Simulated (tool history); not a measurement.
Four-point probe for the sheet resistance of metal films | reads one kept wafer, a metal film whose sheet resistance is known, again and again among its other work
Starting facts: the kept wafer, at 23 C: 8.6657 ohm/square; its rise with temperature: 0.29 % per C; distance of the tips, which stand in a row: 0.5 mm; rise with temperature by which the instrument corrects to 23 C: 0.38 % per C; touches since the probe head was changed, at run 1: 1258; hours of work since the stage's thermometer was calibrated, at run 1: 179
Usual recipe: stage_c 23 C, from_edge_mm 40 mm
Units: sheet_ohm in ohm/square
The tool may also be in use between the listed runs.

run	hour	stage_c	from_edge_mm	touches since the probe head was changed	hours of work since the stage's thermometer was calibrated	sheet_ohm
1	0	23	40	1258	179	8.66175
2	38.5	23	40	1851	197	8.662798
3	75	23	40	2415	213	8.661007
4	119.5	23	40	3101	234	8.664439
5	157.7	23	40	3691	251	8.667676
6	200.3	23	40	4347	271	8.664988
7	228.9	23	40	4788	284	8.664372
8	254.7	23	23	5187	296	8.668349
9	290.7	23	23	5741	312	8.664
10	336.9	23	23	6454	333	8.668693
11	383.5	23	23	7172	354	8.667759
12	406.8	23	23	7531	365	8.668906
# hour 409.1: stage's thermometer calibrated
13	451	23	23	8206	19	8.671111
14	470.9	23	23	8512	28	8.670966

Run 15 has not been measured yet. What should we expect?
15	506.8	23	23	9066	45	?

sheet_ohm: 8.669919 ohm/square
With no hidden state in the tool, this same run would have given sheet_ohm 8.666932 ohm/square.
